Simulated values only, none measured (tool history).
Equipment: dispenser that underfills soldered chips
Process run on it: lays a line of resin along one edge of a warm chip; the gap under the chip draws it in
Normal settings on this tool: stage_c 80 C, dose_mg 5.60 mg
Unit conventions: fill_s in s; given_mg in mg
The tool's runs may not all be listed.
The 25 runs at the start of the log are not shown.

run	hour	stage_c	dose_mg	hours of work since the syringe was changed	hours of work since the valve was cleaned	hours of work since the stage was calibrated	fill_s	given_mg
# hour 189.3: new syringe of resin
26	194.0	94	6.55	4	15	407	68.9	6.48
# hour 202.4: new syringe of resin
27	204.1	80	6.66	1	22	414	110.6	6.57
28	210.0	94	6.66	6	26	418	80.1	6.61
# hour 215.5: new syringe of resin
29	215.5	73	5.07	0	30	422	150.6	4.99
30	222.9	94	7.06	6	36	428	81.2	6.91
# hour 228.6: new syringe of resin
31	230.3	80	4.89	1	41	433	117.7	4.74
32	236.1	86	5.92	6	45	437	117.6	5.79
# hour 242.4: new syringe of resin
33	244.4	86	5.92	2	51	443	88.5	5.81
34	251.4	79	5.60	7	56	449	184.8	5.42

Consider 3 possible next runs. They are alternatives, not a sequence: every one starts from the tool as it was left by run 34. What does each give?
# hour 255.8: new syringe of resin
# hour 257.4: dispensing valve cleaned and set on the balance
A	262.9	77	6.74	5	4	456	?	?
# hour 255.8: new syringe of resin
# hour 257.4: dispensing valve cleaned and set on the balance
B	262.9	76	5.38	5	4	456	?	?
# hour 255.8: new syringe of resin
# hour 257.4: dispensing valve cleaned and set on the balance
C	262.9	86	4.94	5	4	456	?	?

run	fill_s	given_mg
A	166.4	6.70
B	178.4	5.39
C	112.6	4.93
What these runs would have given with no unlogged condition in the tool:
run	fill_s	given_mg
A	110.6	6.72
B	118.4	5.41
C	75.1	4.94

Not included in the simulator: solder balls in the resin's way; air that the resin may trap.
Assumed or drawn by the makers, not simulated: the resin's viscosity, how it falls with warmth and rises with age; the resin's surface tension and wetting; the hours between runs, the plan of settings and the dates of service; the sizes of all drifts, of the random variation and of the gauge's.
